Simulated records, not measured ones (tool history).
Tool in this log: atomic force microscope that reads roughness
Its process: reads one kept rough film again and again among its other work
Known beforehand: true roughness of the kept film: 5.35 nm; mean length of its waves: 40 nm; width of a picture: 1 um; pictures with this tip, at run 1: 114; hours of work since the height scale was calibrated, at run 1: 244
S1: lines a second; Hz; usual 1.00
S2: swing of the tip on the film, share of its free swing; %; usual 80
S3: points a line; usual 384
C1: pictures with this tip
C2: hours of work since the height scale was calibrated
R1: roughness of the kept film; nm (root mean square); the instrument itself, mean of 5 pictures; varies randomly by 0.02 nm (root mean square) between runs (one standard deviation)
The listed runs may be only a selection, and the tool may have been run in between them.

Run 1, hour 0.0: usual settings; C1 114; C2 244. Result: R1 4.610 nm (root mean square).
Run 2, hour 9.5: usual settings but S1 0.69 Hz; C1 125; C2 250. Result: R1 4.645 nm (root mean square).
Run 3, hour 24.6: usual settings but S1 0.69 Hz; C1 143; C2 259. Result: R1 4.602 nm (root mean square).
Run 4, hour 39.4: usual settings but S1 0.69 Hz; C1 161; C2 268. Result: R1 4.555 nm (root mean square).
Run 5, hour 50.8: usual settings but S1 0.69 Hz; C1 174; C2 275. Result: R1 4.555 nm (root mean square).
Run 6, hour 65.3: usual settings but S1 0.69 Hz; C1 191; C2 284. Result: R1 4.512 nm (root mean square).
Run 7, hour 79.6: usual settings but S3 260; C1 208; C2 293. Result: R1 4.412 nm (root mean square).
Run 8, hour 88.1: usual settings but S2 88 %; C1 218; C2 298. Result: R1 4.322 nm (root mean square).
Run 9, hour 96.9: usual settings but S2 88 %, S3 792; C1 229; C2 304. Result: R1 4.345 nm (root mean square).
Run 10, hour 105.8: usual settings but S2 88 %, S3 792; C1 239; C2 309. Result: R1 4.359 nm (root mean square).
At hour 110.2: new tip fitted.
Run 11, hour 119.4: usual settings but S2 88 %, S3 792; C1 11; C2 317. Result: R1 4.763 nm (root mean square).
Run 12, hour 128.2: usual settings but S2 88 %, S3 792; C1 21; C2 323. Result: R1 4.746 nm (root mean square).
Run 13, hour 140.4: usual settings but S2 88 %, S3 792; C1 36; C2 330. Result: R1 4.746 nm (root mean square).
Run 14, hour 147.4: usual settings but S2 88 %, S3 288; C1 44; C2 335. Result: R1 4.648 nm (root mean square).
Run 15, hour 153.9: usual settings; C1 52; C2 339. Result: R1 4.738 nm (root mean square).
Run 16, hour 165.1: usual settings but S2 89 %; C1 65; C2 346. Result: R1 4.632 nm (root mean square).
Run 17, hour 179.3: usual settings but S1 1.64 Hz, S2 89 %; C1 82; C2 354. Result: R1 4.502 nm (root mean square).
Run 18, hour 189.8: usual settings but S1 2.22 Hz, S2 55 %, S3 461; C1 95; C2 361. Result: R1 4.728 nm (root mean square).
Run 19, hour 205.2: usual settings but S1 0.96 Hz, S2 55 %, S3 461; C1 113; C2 370. Result: R1 4.738 nm (root mean square).
Run 20, hour 217.6: usual settings but S1 3.88 Hz; C1 128; C2 378. Result: R1 4.198 nm (root mean square).
Run 21, hour 230.7: usual settings but S1 3.88 Hz, S3 449; C1 143; C2 386. Result: R1 4.159 nm (root mean square).
Run 22, hour 239.3: usual settings but S3 894; C1 153; C2 391. Result: R1 4.573 nm (root mean square).
Run 23, hour 253.8: usual settings but S1 1.44 Hz, S3 521; C1 171; C2 400. Result: R1 4.422 nm (root mean square).
Run 24, hour 260.3: usual settings but S1 1.44 Hz, S2 83 %, S3 521; C1 178; C2 404. Result: R1 4.406 nm (root mean square).
Run 25, hour 269.9: usual settings but S1 1.44 Hz, S2 83 %, S3 521; C1 190; C2 410. Result: R1 4.398 nm (root mean square).
Run 26, hour 282.3: usual settings but S1 1.44 Hz, S2 83 %, S3 521; C1 204; C2 418. Result: R1 4.331 nm (root mean square).
Run 27, hour 292.3: usual settings but S1 1.09 Hz, S2 83 %, S3 866; C1 216; C2 424. Result: R1 4.389 nm (root mean square).
Run 28, hour 302.4: usual settings but S1 0.69 Hz, S2 56 %; C1 228; C2 430. Result: R1 4.511 nm (root mean square).
Run 29, hour 313.0: usual settings but S1 0.69 Hz, S2 79 %, S3 579; C1 241; C2 437. Result: R1 4.408 nm (root mean square).
At hour 316.9: new tip fitted.
Run 30, hour 324.6: usual settings but S1 1.86 Hz, S3 658; C1 9; C2 444. Result: R1 4.720 nm (root mean square).

Run 31, settings as shown, results not yet in. Your forecast:
Run 31, hour 331.5: usual settings but S1 0.88 Hz, S2 62 %, S3 724; C1 17; C2 448. Result: R1 ?.

R1: 4.973 nm (root mean square)
The same run, on a tool lacking any hidden state, would have yielded R1 4.994 nm (root mean square).

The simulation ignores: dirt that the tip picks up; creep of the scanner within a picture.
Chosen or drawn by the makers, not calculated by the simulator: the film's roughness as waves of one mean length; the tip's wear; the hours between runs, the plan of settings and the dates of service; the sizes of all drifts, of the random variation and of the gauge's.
